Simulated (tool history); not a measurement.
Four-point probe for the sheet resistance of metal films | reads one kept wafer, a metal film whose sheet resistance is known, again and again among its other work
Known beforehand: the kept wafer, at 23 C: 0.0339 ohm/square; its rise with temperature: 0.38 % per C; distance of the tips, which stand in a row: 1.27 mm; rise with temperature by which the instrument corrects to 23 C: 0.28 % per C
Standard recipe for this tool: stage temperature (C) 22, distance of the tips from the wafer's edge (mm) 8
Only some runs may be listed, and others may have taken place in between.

run	hour	stage temperature (C)	distance of the tips from the wafer's edge (mm)	sheet resistance as the instrument gives it (ohm/square)
1	0.0	22	8	0.034446
2	12.8	22	6	0.034772
3	22.3	22	8	0.034444
4	38.9	23	8	0.034476
5	52.2	22	8	0.034444
6	68.0	22	8	0.034440
7	82.8	22	55	0.033981
8	91.4	22	5	0.035117
# hour 92.7: stage's thermometer calibrated
9	103.5	22	5	0.035107
10	110.9	23	23	0.034044
11	121.1	23	23	0.034035
12	131.0	25	73	0.034062

Each row is a separate what-if for the run after 12, all from the same tool condition, not one after another. Results?
A	141.7	30	13	?
B	141.7	25	5	?
C	141.7	20	43	?
D	141.7	22	6	?

run	sheet resistance as the instrument gives it (ohm/square)
A	0.034390
B	0.035199
C	0.033893
D	0.034753
Without the tool's hidden state the same runs would have given:
run	sheet resistance as the instrument gives it (ohm/square)
A	0.034304
B	0.035113
C	0.033811
D	0.034669

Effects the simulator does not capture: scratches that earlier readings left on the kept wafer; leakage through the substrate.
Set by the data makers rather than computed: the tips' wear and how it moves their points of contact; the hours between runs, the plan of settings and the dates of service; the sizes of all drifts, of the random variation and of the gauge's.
